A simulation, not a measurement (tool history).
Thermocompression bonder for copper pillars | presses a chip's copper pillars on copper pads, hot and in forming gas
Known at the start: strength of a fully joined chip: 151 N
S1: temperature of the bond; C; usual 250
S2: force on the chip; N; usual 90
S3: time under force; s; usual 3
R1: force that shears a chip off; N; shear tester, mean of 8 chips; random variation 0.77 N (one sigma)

{"run": 1, "hour": 0.0, "S1": 250, "S2": 90, "S3": 3, "R1": 103.7}
{"hour": 11.0, "done": "forming gas filter changed"}
{"hour": 48.6, "done": "heater calibrated with a thermocouple chip"}
{"run": 2, "hour": 60.7, "S1": 250, "S2": 90, "S3": 3, "R1": 104.5}
{"run": 3, "hour": 150.1, "S1": 250, "S2": 90, "S3": 3, "R1": 104.1}
{"run": 4, "hour": 229.9, "S1": 250, "S2": 90, "S3": 4, "R1": 110.6}
{"run": 5, "hour": 328.1, "S1": 250, "S2": 90, "S3": 4, "R1": 108.8}
{"run": 6, "hour": 403.9, "S1": 250, "S2": 90, "S3": 4, "R1": 108.8}
{"run": 7, "hour": 468.2, "S1": 241, "S2": 90, "S3": 3, "R1": 92.8}
{"hour": 486.5, "done": "forming gas filter changed"}
{"hour": 501.3, "done": "force cell calibrated"}
{"run": 8, "hour": 570.1, "S1": 250, "S2": 90, "S3": 3, "R1": 111.9}
{"run": 9, "hour": 666.3, "S1": 250, "S2": 90, "S3": 3, "R1": 108.3}
{"run": 10, "hour": 709.7, "S1": 250, "S2": 90, "S3": 3, "R1": 107.4}
{"run": 11, "hour": 761.9, "S1": 250, "S2": 127, "S3": 3, "R1": 120.0}
{"hour": 780.2, "done": "force cell calibrated, once more"}
{"run": 12, "hour": 814.3, "S1": 250, "S2": 127, "S3": 3, "R1": 117.3}
{"run": 13, "hour": 912.2, "S1": 250, "S2": 127, "S3": 3, "R1": 115.6}
{"hour": 960.1, "done": "forming gas filter changed"}
{"run": 14, "hour": 966.7, "S1": 250, "S2": 127, "S3": 3, "R1": 126.6}
{"run": 15, "hour": 1058.2, "S1": 250, "S2": 127, "S3": 3, "R1": 125.3}
{"run": 16, "hour": 1138.2, "S1": 250, "S2": 127, "S3": 3, "R1": 123.8}
{"run": 17, "hour": 1228.6, "S1": 250, "S2": 127, "S3": 3, "R1": 120.5}
{"run": 18, "hour": 1275.0, "S1": 250, "S2": 127, "S3": 3, "R1": 118.5}
{"run": 19, "hour": 1357.8, "S1": 247, "S2": 127, "S3": 3, "R1": 116.7}
{"run": 20, "hour": 1407.8, "S1": 247, "S2": 127, "S3": 3, "R1": 115.8}
{"hour": 1432.0, "done": "forming gas filter changed"}
{"run": 21, "hour": 1456.2, "S1": 247, "S2": 89, "S3": 3, "R1": 108.9}
{"run": 22, "hour": 1519.5, "S1": 221, "S2": 90, "S3": 4, "R1": 94.0}
{"run": 23, "hour": 1566.4, "S1": 277, "S2": 129, "S3": 3, "R1": 136.2}
{"hour": 1589.4, "done": "heater calibrated with a thermocouple chip"}
{"run": 24, "hour": 1650.3, "S1": 277, "S2": 129, "S3": 3, "R1": 134.0}
{"run": 25, "hour": 1693.2, "S1": 277, "S2": 117, "S3": 3, "R1": 130.7}
{"run": 26, "hour": 1770.8, "S1": 230, "S2": 107, "S3": 2, "R1": 80.5}
{"run": 27, "hour": 1855.0, "S1": 230, "S2": 107, "S3": 2, "R1": 78.6}
{"hour": 1902.6, "done": "forming gas filter changed"}
{"run": 28, "hour": 1939.0, "S1": 231, "S2": 107, "S3": 2, "R1": 87.4}
{"run": 29, "hour": 2003.7, "S1": 231, "S2": 107, "S3": 2, "R1": 88.8}
{"run": 30, "hour": 2081.1, "S1": 257, "S2": 55, "S3": 3, "R1": 86.6}
{"run": 31, "hour": 2126.8, "S1": 250, "S2": 96, "S3": 6, "R1": 123.7}
{"run": 32, "hour": 2168.4, "S1": 247, "S2": 87, "S3": 8, "R1": 122.9}
{"run": 33, "hour": 2252.5, "S1": 261, "S2": 90, "S3": 3, "R1": 112.2}
{"run": 34, "hour": 2329.7, "S1": 262, "S2": 77, "S3": 2, "R1": 93.9}
{"hour": 2372.3, "done": "forming gas filter changed"}
{"run": 35, "hour": 2373.0, "S1": 252, "S2": 110, "S3": 8, "R1": 139.2}
{"run": 36, "hour": 2438.5, "S1": 252, "S2": 77, "S3": 3, "R1": 104.5}
{"run": 37, "hour": 2514.1, "S1": 227, "S2": 60, "S3": 5, "R1": 83.5}
{"run": 38, "hour": 2600.2, "S1": 230, "S2": 60, "S3": 4, "R1": 78.6}
{"run": 39, "hour": 2688.7, "S1": 227, "S2": 60, "S3": 4, "R1": 74.6}

Forecast each of these 3 alternatives for the next run:
{"run": "A", "hour": 2775.1, "S1": 250, "S2": 80, "S3": 3, "R1": "?"}
{"run": "B", "hour": 2775.1, "S1": 269, "S2": 85, "S3": 3, "R1": "?"}
{"run": "C", "hour": 2775.1, "S1": 236, "S2": 90, "S3": 3, "R1": "?"}

run=A R1=100.3
run=B R1=113.7
run=C R1=94.4
Without the tool's hidden state the same runs would have given:
run=A R1=99.9
run=B R1=116.3
run=C R1=92.9
